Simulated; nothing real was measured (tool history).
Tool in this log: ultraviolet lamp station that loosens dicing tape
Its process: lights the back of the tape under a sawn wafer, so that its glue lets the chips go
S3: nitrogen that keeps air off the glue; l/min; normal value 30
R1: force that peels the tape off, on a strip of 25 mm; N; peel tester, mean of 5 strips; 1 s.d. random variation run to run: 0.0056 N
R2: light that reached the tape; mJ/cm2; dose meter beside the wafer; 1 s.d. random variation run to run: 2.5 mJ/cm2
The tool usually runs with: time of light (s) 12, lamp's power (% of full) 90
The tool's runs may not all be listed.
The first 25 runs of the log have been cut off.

{"run": 26, "hour": 608.0, "time of light (s)": 12, "lamp's power (% of full)": 63, "S3": 48, "R1": 0.208, "R2": 205}
{"run": 27, "hour": 626.7, "time of light (s)": 9, "lamp's power (% of full)": 63, "S3": 48, "R1": 0.448, "R2": 155}
{"run": 28, "hour": 657.1, "time of light (s)": 8, "lamp's power (% of full)": 63, "S3": 18, "R1": 1.292, "R2": 140}
{"run": 29, "hour": 679.4, "time of light (s)": 12, "lamp's power (% of full)": 70, "S3": 10, "R1": 0.679, "R2": 229}
{"run": 30, "hour": 701.0, "time of light (s)": 12, "lamp's power (% of full)": 70, "S3": 10, "R1": 0.694, "R2": 232}
{"run": 31, "hour": 720.5, "time of light (s)": 12, "lamp's power (% of full)": 92, "S3": 12, "R1": 0.279, "R2": 304}
{"run": 32, "hour": 754.7, "time of light (s)": 8, "lamp's power (% of full)": 85, "S3": 18, "R1": 0.652, "R2": 191}
{"run": 33, "hour": 773.7, "time of light (s)": 8, "lamp's power (% of full)": 85, "S3": 15, "R1": 0.782, "R2": 187}
{"run": 34, "hour": 796.4, "time of light (s)": 10, "lamp's power (% of full)": 64, "S3": 23, "R1": 0.614, "R2": 169}
{"run": 35, "hour": 822.3, "time of light (s)": 10, "lamp's power (% of full)": 64, "S3": 23, "R1": 0.598, "R2": 176}
{"run": 36, "hour": 846.3, "time of light (s)": 14, "lamp's power (% of full)": 64, "S3": 23, "R1": 0.258, "R2": 247}
{"run": 37, "hour": 870.3, "time of light (s)": 7, "lamp's power (% of full)": 60, "S3": 30, "R1": 1.252, "R2": 116}
{"run": 38, "hour": 899.1, "time of light (s)": 7, "lamp's power (% of full)": 60, "S3": 30, "R1": 1.238, "R2": 116}
{"run": 39, "hour": 931.9, "time of light (s)": 6, "lamp's power (% of full)": 99, "S3": 51, "R1": 0.37, "R2": 164}
{"run": 40, "hour": 959.9, "time of light (s)": 6, "lamp's power (% of full)": 99, "S3": 51, "R1": 0.37, "R2": 161}
{"run": 41, "hour": 986.8, "time of light (s)": 13, "lamp's power (% of full)": 90, "S3": 41, "R1": 0.099, "R2": 321}
{"run": 42, "hour": 1020.8, "time of light (s)": 23, "lamp's power (% of full)": 90, "S3": 41, "R1": 0.084, "R2": 563}
{"run": 43, "hour": 1056.4, "time of light (s)": 15, "lamp's power (% of full)": 63, "S3": 41, "R1": 0.135, "R2": 254}

What if the next run were any one of these 3? Each begins from the tool's condition after run 43:
{"run": "A", "hour": 1083.4, "time of light (s)": 22, "lamp's power (% of full)": 90, "S3": 30, "R1": "?", "R2": "?"}
{"run": "B", "hour": 1083.4, "time of light (s)": 12, "lamp's power (% of full)": 83, "S3": 17, "R1": "?", "R2": "?"}
{"run": "C", "hour": 1083.4, "time of light (s)": 9, "lamp's power (% of full)": 60, "S3": 41, "R1": "?", "R2": "?"}

run=A R1=0.079 R2=544
run=B R1=0.265 R2=275
run=C R1=0.564 R2=150
Without the tool's hidden state the same runs would have given:
run=A R1=0.079 R2=545
run=B R1=0.264 R2=275
run=C R1=0.561 R2=150

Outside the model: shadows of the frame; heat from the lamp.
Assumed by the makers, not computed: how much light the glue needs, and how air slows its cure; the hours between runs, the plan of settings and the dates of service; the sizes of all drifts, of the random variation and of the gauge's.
